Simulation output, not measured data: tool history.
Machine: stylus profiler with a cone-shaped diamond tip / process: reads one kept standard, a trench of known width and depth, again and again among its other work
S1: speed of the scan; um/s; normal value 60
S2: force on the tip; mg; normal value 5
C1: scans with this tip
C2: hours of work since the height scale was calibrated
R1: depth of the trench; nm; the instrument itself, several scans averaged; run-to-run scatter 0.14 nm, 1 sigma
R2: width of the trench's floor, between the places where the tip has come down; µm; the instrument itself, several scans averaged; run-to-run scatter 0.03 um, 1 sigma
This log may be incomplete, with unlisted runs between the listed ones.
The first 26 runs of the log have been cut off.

{"run": 27, "hour": 408.7, "S1": 225, "S2": 3.49, "C1": 2589, "C2": 32, "R1": 504.38, "R2": 94.8}
{"run": 28, "hour": 430.1, "S1": 15, "S2": 8.59, "C1": 2671, "C2": 43, "R1": 508.32, "R2": 95.4}
{"run": 29, "hour": 445.1, "S1": 121, "S2": 14, "C1": 2728, "C2": 51, "R1": 511.63, "R2": 95.2}
{"run": 30, "hour": 459.3, "S1": 85, "S2": 5, "C1": 2783, "C2": 58, "R1": 505.82, "R2": 95.22}
{"run": 31, "hour": 473.5, "S1": 64, "S2": 4.45, "C1": 2837, "C2": 65, "R1": 505.3, "R2": 95.24}
{"run": 32, "hour": 492.9, "S1": 66, "S2": 12.86, "C1": 2911, "C2": 75, "R1": 511.06, "R2": 95.25}
{"run": 33, "hour": 501.7, "S1": 118, "S2": 11.67, "C1": 2944, "C2": 80, "R1": 510.09, "R2": 95.28}
{"run": 34, "hour": 515.3, "S1": 164, "S2": 8.92, "C1": 2996, "C2": 87, "R1": 508.61, "R2": 95.14}
{"run": 35, "hour": 529.0, "S1": 26, "S2": 13.97, "C1": 3048, "C2": 94, "R1": 511.75, "R2": 95.35}
{"run": 36, "hour": 537.8, "S1": 26, "S2": 13.18, "C1": 3082, "C2": 98, "R1": 510.9, "R2": 95.33}
{"run": 37, "hour": 558.8, "S1": 26, "S2": 13.18, "C1": 3162, "C2": 109, "R1": 511.02, "R2": 95.32}
{"run": 38, "hour": 573.0, "S1": 26, "S2": 13.18, "C1": 3216, "C2": 116, "R1": 510.97, "R2": 95.26}
{"run": 39, "hour": 588.7, "S1": 26, "S2": 13.18, "C1": 3276, "C2": 124, "R1": 510.85, "R2": 95.35}
{"run": 40, "hour": 603.1, "S1": 76, "S2": 3.84, "C1": 3331, "C2": 131, "R1": 504.6, "R2": 95.14}

What if the next run were any one of these 4? Each begins from the tool's condition after run 40:
{"run": "A", "hour": 614.2, "S1": 76, "S2": 2.33, "C1": 3373, "C2": 137, "R1": "?", "R2": "?"}
{"run": "B", "hour": 614.2, "S1": 47, "S2": 5, "C1": 3373, "C2": 137, "R1": "?", "R2": "?"}
{"run": "C", "hour": 614.2, "S1": 60, "S2": 7.17, "C1": 3373, "C2": 137, "R1": "?", "R2": "?"}
{"run": "D", "hour": 614.2, "S1": 26, "S2": 12.98, "C1": 3373, "C2": 137, "R1": "?", "R2": "?"}

run=A R1=503.43 R2=95.08
run=B R1=505.44 R2=95.29
run=C R1=507.31 R2=95.21
run=D R1=510.9 R2=95.31
Stripped of hidden state, with their random variation kept, the same runs would have yielded:
run=A R1=503.71 R2=95.39
run=B R1=505.73 R2=95.59
run=C R1=507.59 R2=95.52
run=D R1=511.19 R2=95.61
